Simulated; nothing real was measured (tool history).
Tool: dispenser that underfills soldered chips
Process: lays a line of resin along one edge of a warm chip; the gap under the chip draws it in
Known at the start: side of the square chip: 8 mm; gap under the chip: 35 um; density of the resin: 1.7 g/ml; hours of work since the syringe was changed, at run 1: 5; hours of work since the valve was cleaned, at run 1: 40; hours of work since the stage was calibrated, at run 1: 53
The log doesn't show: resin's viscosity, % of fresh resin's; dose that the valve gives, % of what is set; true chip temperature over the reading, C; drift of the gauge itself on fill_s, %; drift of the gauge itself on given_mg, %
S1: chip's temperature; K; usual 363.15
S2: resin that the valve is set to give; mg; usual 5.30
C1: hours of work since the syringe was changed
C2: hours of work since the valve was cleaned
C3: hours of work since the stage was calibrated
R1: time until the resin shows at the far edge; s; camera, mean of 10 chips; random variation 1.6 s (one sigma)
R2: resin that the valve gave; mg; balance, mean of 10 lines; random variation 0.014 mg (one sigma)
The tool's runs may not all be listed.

run,day,S1,S2,C1,C2,C3,R1,R2
1,0.000,363.15,5.30,5,40,53,238.2,5.22
2,0.150,363.15,5.30,7,43,56,286.9,5.22
3,0.346,377.15,5.30,10,46,59,231.6,5.21
# day 0.412: new syringe of resin
4,0.542,377.15,5.30,2,49,62,114.9,5.20
5,0.650,377.15,5.30,4,51,64,135.3,5.20
6,0.788,363.15,6.16,6,53,66,258.6,6.02
7,0.962,363.15,6.16,9,56,69,333.0,6.04
# day 1.100: new syringe of resin
8,1.100,363.15,6.16,0,58,71,154.6,6.03
9,1.233,363.15,4.89,2,60,73,190.9,4.77
10,1.433,363.15,4.89,5,63,76,258.3,4.78
11,1.567,363.15,4.89,8,65,79,307.5,4.77
12,1.754,365.15,5.30,11,68,82,361.1,5.16
# day 1.808: new syringe of resin
13,1.950,350.15,5.30,2,71,85,317.4,5.13
14,2.092,350.15,6.68,5,74,87,376.5,6.51
15,2.296,350.15,6.68,8,77,90,497.7,6.49
16,2.433,350.15,6.68,10,79,92,606.4,6.48
# day 2.504: new syringe of resin
17,2.600,376.15,6.70,2,82,95,109.5,6.51
18,2.733,365.15,6.41,4,84,97,194.3,6.21
19,2.950,365.15,6.41,7,87,101,258.8,6.18
20,3.104,365.15,6.41,10,90,103,320.3,6.19
# day 3.204: new syringe of resin
21,3.317,377.15,4.77,2,93,106,115.7,4.58
22,3.533,360.15,6.72,5,97,110,265.6,6.47
23,3.717,352.15,6.59,8,100,113,460.6,6.35
# day 3.900: new syringe of resin
24,3.938,361.15,5.30,1,103,116,182.9,5.09
25,4.083,366.15,6.40,3,105,119,177.7,6.15
# day 4.162: dispensing valve cleaned and set on the balance
26,4.267,353.15,5.60,5,2,121,360.0,5.58
27,4.400,356.15,5.09,7,4,123,395.3,5.05
28,4.529,359.15,6.80,10,6,125,401.2,6.78
# day 4.629: new syringe of resin
29,4.650,359.15,6.80,0,8,127,179.5,6.75

Forecast each of these 4 alternatives for the next run:
A,4.800,358.15,6.50,3,10,129,?,?
B,4.800,363.15,6.86,3,10,129,?,?
C,4.800,363.15,5.81,3,10,129,?,?
D,4.800,353.15,5.65,3,10,129,?,?

run,R1,R2
A,226.7,6.44
B,187.3,6.77
C,193.8,5.75
D,286.7,5.64
Without the tool's hidden state the same runs would have given:
run,R1,R2
A,182.0,6.49
B,150.3,6.83
C,155.5,5.79
D,230.1,5.68
